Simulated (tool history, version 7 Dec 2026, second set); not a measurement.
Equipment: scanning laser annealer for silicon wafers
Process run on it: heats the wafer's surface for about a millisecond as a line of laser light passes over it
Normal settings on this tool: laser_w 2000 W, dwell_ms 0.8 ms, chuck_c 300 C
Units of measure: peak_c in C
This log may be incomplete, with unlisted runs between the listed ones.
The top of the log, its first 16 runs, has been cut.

| run | day | laser_w | dwell_ms | chuck_c | peak_c |
|---|---|---|---|---|---|
| 17 | 39.262 | 2000 | 0.8 | 300 | 1110 |
| 18 | 41.867 | 2000 | 0.8 | 266 | 1075 |
| 19 | 44.608 | 2000 | 0.8 | 266 | 1075 |
| 20 | 47.475 | 2000 | 0.8 | 266 | 1074 |
| 21 | 49.342 | 2001 | 0.8 | 326 | 1133 |
| 22 | 51.342 | 2000 | 0.576 | 284 | 979 |
| 23 | 52.958 | 1743 | 0.576 | 284 | 892 |
| 24 | 55.796 | 1743 | 0.576 | 284 | 892 |
| 25 | 57.442 | 1743 | 0.576 | 284 | 890 |
| 26 | 59.458 | 1743 | 0.576 | 284 | 890 |
| 27 | 61.65 | 1884 | 0.719 | 273 | 993 |
|  | 63.933 | window over the wafer cleaned |
| 28 | 64.317 | 2149 | 0.897 | 303 | 1224 |
| 29 | 66.954 | 1965 | 0.8 | 308 | 1107 |
| 30 | 69.288 | 1965 | 0.8 | 308 | 1107 |
| 31 | 72.458 | 2000 | 0.884 | 300 | 1147 |
| 32 | 75.233 | 2110 | 0.999 | 269 | 1215 |
| 33 | 78.654 | 2110 | 0.999 | 269 | 1208 |
| 34 | 82.079 | 2110 | 0.999 | 269 | 1211 |
| 35 | 84.85 | 2110 | 0.787 | 265 | 1111 |
| 36 | 87.142 | 2110 | 0.787 | 265 | 1108 |
| 37 | 90.467 | 2110 | 0.787 | 265 | 1108 |
| 38 | 91.917 | 2056 | 0.802 | 265 | 1095 |
| 39 | 94.083 | 1757 | 0.94 | 280 | 1042 |
| 40 | 97.125 | 2000 | 0.921 | 277 | 1134 |

3 ways to go on from here, each from the tool as it stands after run 40. What would each give?
| A | 99.208 | 2154 | 0.921 | 277 | ? |
| B | 99.208 | 1954 | 0.921 | 326 | ? |
| C | 99.208 | 1846 | 0.594 | 299 | ? |

| run | peak_c |
|---|---|
| A | 1194 |
| B | 1162 |
| C | 949 |
The same runs, with their run-to-run variation unchanged, on a tool lacking any hidden condition would have given:
| run | peak_c |
|---|---|
| A | 1211 |
| B | 1177 |
| C | 961 |

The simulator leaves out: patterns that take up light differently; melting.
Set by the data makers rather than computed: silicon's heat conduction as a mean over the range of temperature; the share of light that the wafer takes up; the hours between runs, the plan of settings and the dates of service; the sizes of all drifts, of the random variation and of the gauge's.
